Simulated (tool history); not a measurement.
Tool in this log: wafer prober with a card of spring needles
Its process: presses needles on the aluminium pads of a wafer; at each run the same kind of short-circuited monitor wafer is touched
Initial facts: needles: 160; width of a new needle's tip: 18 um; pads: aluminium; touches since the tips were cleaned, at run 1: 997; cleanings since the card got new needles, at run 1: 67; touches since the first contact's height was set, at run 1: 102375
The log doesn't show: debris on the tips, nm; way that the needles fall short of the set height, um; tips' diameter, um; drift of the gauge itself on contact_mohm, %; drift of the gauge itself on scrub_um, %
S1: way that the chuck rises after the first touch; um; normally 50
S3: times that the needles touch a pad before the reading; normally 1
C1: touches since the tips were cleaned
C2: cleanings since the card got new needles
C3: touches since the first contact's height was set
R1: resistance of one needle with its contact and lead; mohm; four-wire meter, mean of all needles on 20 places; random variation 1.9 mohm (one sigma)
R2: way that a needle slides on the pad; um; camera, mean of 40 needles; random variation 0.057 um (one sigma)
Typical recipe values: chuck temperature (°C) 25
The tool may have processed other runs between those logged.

Run 1, hour 0: usual settings; C1 997; C2 67; C3 102375. Result: R1 254 mohm, R2 12.69 um.
At hour 19.1: tips cleaned on abrasive film.
Run 2, hour 34.4: usual settings; C1 2755; C2 68; C3 108564. Result: R1 313 mohm, R2 12.67 um.
At hour 42.4: tips cleaned on abrasive film.
At hour 66.1: tips cleaned on abrasive film.
Run 3, hour 76.6: usual settings; C1 1907; C2 70; C3 116153. Result: R1 289 mohm, R2 12.51 um.
At hour 94.5: tips cleaned on abrasive film.
At hour 119.7: tips cleaned on abrasive film.
Run 4, hour 119.7: usual settings; C1 0; C2 72; C3 123897. Result: R1 219 mohm, R2 12.43 um.
At hour 144.9: tips cleaned on abrasive film.
At hour 168.8: tips cleaned on abrasive film.
Run 5, hour 185.4: usual settings; C1 2993; C2 74; C3 135720. Result: R1 326 mohm, R2 12.54 um.
At hour 195.8: tips cleaned on abrasive film.
At hour 218.9: tips cleaned on abrasive film.
At hour 245: tips cleaned on abrasive film.
Run 6, hour 245: usual settings; C1 0; C2 77; C3 146420. Result: R1 211 mohm, R2 12.42 um.
At hour 272.1: tips cleaned on abrasive film.
At hour 297.8: tips cleaned on abrasive film.
Run 7, hour 312.1: usual settings; C1 2585; C2 79; C3 158493. Result: R1 308 mohm, R2 12.37 um.
At hour 323.5: tips cleaned on abrasive film.
At hour 348.5: tips cleaned on abrasive film.
Run 8, hour 348.5: usual settings; C1 3; C2 81; C3 165028. Result: R1 220 mohm, R2 12.31 um.
At hour 374.6: tips cleaned on abrasive film.
At hour 402.9: tips cleaned on abrasive film.
Run 9, hour 403.1: usual settings; C1 29; C2 83; C3 174850. Result: R1 215 mohm, R2 12.23 um.
At hour 426.3: tips cleaned on abrasive film.
At hour 451.1: tips cleaned on abrasive film.
At hour 474: tips cleaned on abrasive film.
Run 10, hour 474: usual settings; C1 0; C2 86; C3 187597. Result: R1 217 mohm, R2 12.11 um.
At hour 499.8: tips cleaned on abrasive film.
At hour 523.8: tips cleaned on abrasive film.
Run 11, hour 540.3: usual settings; C1 2977; C2 88; C3 199526. Result: R1 339 mohm, R2 12.14 um.
At hour 549.9: tips cleaned on abrasive film.
At hour 574.5: tips cleaned on abrasive film.
At hour 601: tips cleaned on abrasive film.
Run 12, hour 607.3: usual settings; C1 1135; C2 91; C3 211566. Result: R1 279 mohm, R2 12.09 um.
At hour 624.5: tips cleaned on abrasive film.
At hour 651.5: tips cleaned on abrasive film.
Run 13, hour 663: usual settings; C1 2085; C2 93; C3 221594. Result: R1 325 mohm, R2 12 um.
At hour 674.5: tips cleaned on abrasive film.
At hour 700.2: tips cleaned on abrasive film.
Run 14, hour 712.4: usual settings; C1 2202; C2 95; C3 230467. Result: R1 306 mohm, R2 12.06 um.
At hour 726.6: tips cleaned on abrasive film.
At hour 730.9: height of the first contact set anew.
At hour 750.1: tips cleaned on abrasive film.
Run 15, hour 769.3: usual settings; C1 3469; C2 97; C3 6926. Result: R1 318 mohm, R2 13.17 um.
At hour 774.1: tips cleaned on abrasive film.
At hour 798.8: tips cleaned on abrasive film.
At hour 824: tips cleaned on abrasive film.
Run 16, hour 837.3: usual settings; C1 2402; C2 100; C3 19138. Result: R1 302 mohm, R2 13.14 um.
At hour 851.7: tips cleaned on abrasive film.
Run 17, hour 871.4: usual settings but chuck temperature (°C) 36; C1 3561; C2 101; C3 25285. Result: R1 342 mohm, R2 13.03 um.
At hour 877.2: tips cleaned on abrasive film.
At hour 901.9: tips cleaned on abrasive film.
Run 18, hour 901.9: usual settings but chuck temperature (°C) 36; C1 0; C2 103; C3 30748. Result: R1 220 mohm, R2 12.99 um.
At hour 927.4: tips cleaned on abrasive film.
At hour 952.1: tips cleaned on abrasive film.
Run 19, hour 969.8: usual settings but chuck temperature (°C) 36; C1 3190; C2 105; C3 42965. Result: R1 334 mohm, R2 12.86 um.
At hour 974.9: tips cleaned on abrasive film.
At hour 1001.8: tips cleaned on abrasive film.
At hour 1027.1: tips cleaned on abrasive film.
Run 20, hour 1028.7: usual settings but S1 62 um, chuck temperature (°C) 36; C1 286; C2 108; C3 53539. Result: R1 222 mohm, R2 16.04 um.
At hour 1053.3: tips cleaned on abrasive film.
Run 21, hour 1073.6: usual settings but S1 35 um, chuck temperature (°C) 35, S3 3; C1 3660; C2 109; C3 61628. Result: R1 328 mohm, R2 8.89 um.
At hour 1078.2: tips cleaned on abrasive film.
At hour 1103.4: tips cleaned on abrasive film.
Run 22, hour 1126: usual settings but S1 43 um, chuck temperature (°C) 60; C1 4081; C2 111; C3 71054. Result: R1 418 mohm, R2 10.97 um.
At hour 1131.8: tips cleaned on abrasive film.
At hour 1156: tips cleaned on abrasive film.
At hour 1180.9: tips cleaned on abrasive film.
Run 23, hour 1185.8: usual settings but chuck temperature (°C) 36; C1 867; C2 114; C3 81788. Result: R1 253 mohm, R2 12.72 um.
At hour 1207.7: tips cleaned on abrasive film.
At hour 1235.1: tips cleaned on abrasive film.
Run 24, hour 1244.5: usual settings but S1 52 um, chuck temperature (°C) 119; C1 1690; C2 116; C3 92349. Result: R1 302 mohm, R2 13.17 um.
At hour 1260.4: tips cleaned on abrasive film.
At hour 1285.9: tips cleaned on abrasive film.
Run 25, hour 1302.5: usual settings but S1 52 um, chuck temperature (°C) 119; C1 2995; C2 118; C3 102790. Result: R1 338 mohm, R2 13.14 um.
At hour 1313: tips cleaned on abrasive film.
At hour 1340.2: tips cleaned on abrasive film.
Run 26, hour 1342.2: usual settings but S1 52 um, chuck temperature (°C) 119; C1 362; C2 120; C3 109929. Result: R1 249 mohm, R2 13.09 um.
At hour 1363.8: tips cleaned on abrasive film.
At hour 1389.6: tips cleaned on abrasive film.
At hour 1412.7: tips cleaned on abrasive film.
Run 27, hour 1414: usual settings but S1 53 um, chuck temperature (°C) 101; C1 228; C2 123; C3 122821. Result: R1 240 mohm, R2 13.31 um.
At hour 1441.1: tips cleaned on abrasive film.
Run 28, hour 1458.5: usual settings but chuck temperature (°C) 71, S3 2; C1 3135; C2 124; C3 130834. Result: R1 288 mohm, R2 12.52 um.
At hour 1469.5: tips cleaned on abrasive film.
At hour 1496: tips cleaned on abrasive film.
Run 29, hour 1499.3: usual settings but chuck temperature (°C) 71, S3 2; C1 596; C2 126; C3 138169. Result: R1 246 mohm, R2 12.38 um.

Alternative continuations, all from the tool just after run 29; predict every row:
At hour 1521.5: tips cleaned on abrasive film.
At hour 1546: tips cleaned on abrasive film.
Run A, hour 1551.6: usual settings but chuck temperature (°C) 71; C1 1019; C2 128; C3 147579. Result: R1 ?, R2 ?.
At hour 1521.5: tips cleaned on abrasive film.
At hour 1546: tips cleaned on abrasive film.
Run B, hour 1551.6: usual settings but chuck temperature (°C) 71; C1 1019; C2 128; C3 147579. Result: R1 ?, R2 ?.
At hour 1521.5: tips cleaned on abrasive film.
At hour 1546: tips cleaned on abrasive film.
Run C, hour 1551.6: usual settings but S1 58 um, chuck temperature (°C) 112, S3 2; C1 1019; C2 128; C3 147579. Result: R1 ?, R2 ?.
At hour 1521.5: tips cleaned on abrasive film.
At hour 1546: tips cleaned on abrasive film.
Run D, hour 1551.6: usual settings but S1 59 um, chuck temperature (°C) 31, S3 3; C1 1019; C2 128; C3 147579. Result: R1 ?, R2 ?.
At hour 1521.5: tips cleaned on abrasive film.
At hour 1546: tips cleaned on abrasive film.
Run E, hour 1551.6: usual settings but S1 42 um, chuck temperature (°C) 38, S3 2; C1 1019; C2 128; C3 147579. Result: R1 ?, R2 ?.

run   R1     R2
  A  273  12.51
  B  278   12.5
  C  250  14.44
  D  221  14.86
  E  266  10.26
Without the tool's unlogged condition, the same runs would have read:
run   R1     R2
  A  208  13.24
  B  212  13.23
  C  219  15.16
  D  200  15.58
  E  206  10.99

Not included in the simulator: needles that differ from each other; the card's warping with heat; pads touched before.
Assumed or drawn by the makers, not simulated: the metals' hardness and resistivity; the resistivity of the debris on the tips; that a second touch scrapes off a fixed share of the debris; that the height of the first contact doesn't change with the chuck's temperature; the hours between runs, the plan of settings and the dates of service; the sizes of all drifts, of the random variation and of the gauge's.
